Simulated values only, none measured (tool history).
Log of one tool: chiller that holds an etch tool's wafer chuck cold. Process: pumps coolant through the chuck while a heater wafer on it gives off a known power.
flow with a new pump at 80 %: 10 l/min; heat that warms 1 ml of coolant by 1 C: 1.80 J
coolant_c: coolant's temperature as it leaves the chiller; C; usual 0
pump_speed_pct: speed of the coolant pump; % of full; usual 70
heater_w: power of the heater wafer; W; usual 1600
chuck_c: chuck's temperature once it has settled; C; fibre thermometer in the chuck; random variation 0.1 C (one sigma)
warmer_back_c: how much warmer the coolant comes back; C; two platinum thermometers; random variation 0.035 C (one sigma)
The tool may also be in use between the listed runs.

{"run": 1, "day": 0.0, "coolant_c": 0, "pump_speed_pct": 70, "heater_w": 1600, "chuck_c": 15.5, "warmer_back_c": 6.42}
{"run": 2, "day": 3.217, "coolant_c": 0, "pump_speed_pct": 70, "heater_w": 1600, "chuck_c": 15.6, "warmer_back_c": 6.47}
{"run": 3, "day": 5.217, "coolant_c": 0, "pump_speed_pct": 70, "heater_w": 1600, "chuck_c": 15.4, "warmer_back_c": 6.5}
{"run": 4, "day": 9.729, "coolant_c": -3, "pump_speed_pct": 70, "heater_w": 1600, "chuck_c": 12.7, "warmer_back_c": 6.43}
{"run": 5, "day": 14.388, "coolant_c": -3, "pump_speed_pct": 70, "heater_w": 1600, "chuck_c": 12.6, "warmer_back_c": 6.48}
{"run": 6, "day": 16.45, "coolant_c": -3, "pump_speed_pct": 70, "heater_w": 1600, "chuck_c": 12.6, "warmer_back_c": 6.45}
{"run": 7, "day": 19.467, "coolant_c": -3, "pump_speed_pct": 70, "heater_w": 1600, "chuck_c": 12.8, "warmer_back_c": 6.47}
{"run": 8, "day": 22.25, "coolant_c": -3, "pump_speed_pct": 70, "heater_w": 1600, "chuck_c": 12.8, "warmer_back_c": 6.58}
{"run": 9, "day": 24.775, "coolant_c": -3, "pump_speed_pct": 70, "heater_w": 1600, "chuck_c": 13, "warmer_back_c": 6.51}
{"run": 10, "day": 28.158, "coolant_c": -3, "pump_speed_pct": 70, "heater_w": 1600, "chuck_c": 12.7, "warmer_back_c": 6.44}
{"run": 11, "day": 32.696, "coolant_c": -3, "pump_speed_pct": 78, "heater_w": 1600, "chuck_c": 11.5, "warmer_back_c": 5.85}
{"run": 12, "day": 36.533, "coolant_c": -3, "pump_speed_pct": 78, "heater_w": 1600, "chuck_c": 11.6, "warmer_back_c": 5.81}

Some steps in chuck_c between neighbouring runs. How much of each would the tool show without its hidden state too (settings, what came in, random variation), and how much is left for the hidden state, with any gauge scatter that isn't in both results?
The hidden state here: heat passed by the chuck's channels, % of clean ones'; flow at a given pump speed, % of a new pump's; coolant's true temperature over the reading, C; drift of the gauge itself on chuck_c, C; drift of the gauge itself on warmer_back_c, C.
Run 1 -> 2: no setting changed, nothing entered. chuck_c +0.1 C: hidden state +0.1, all else +0.
Run 3 -> 4: coolant_c 0 -> -3. chuck_c -2.7 C: hidden state +0.1, all else -2.8.
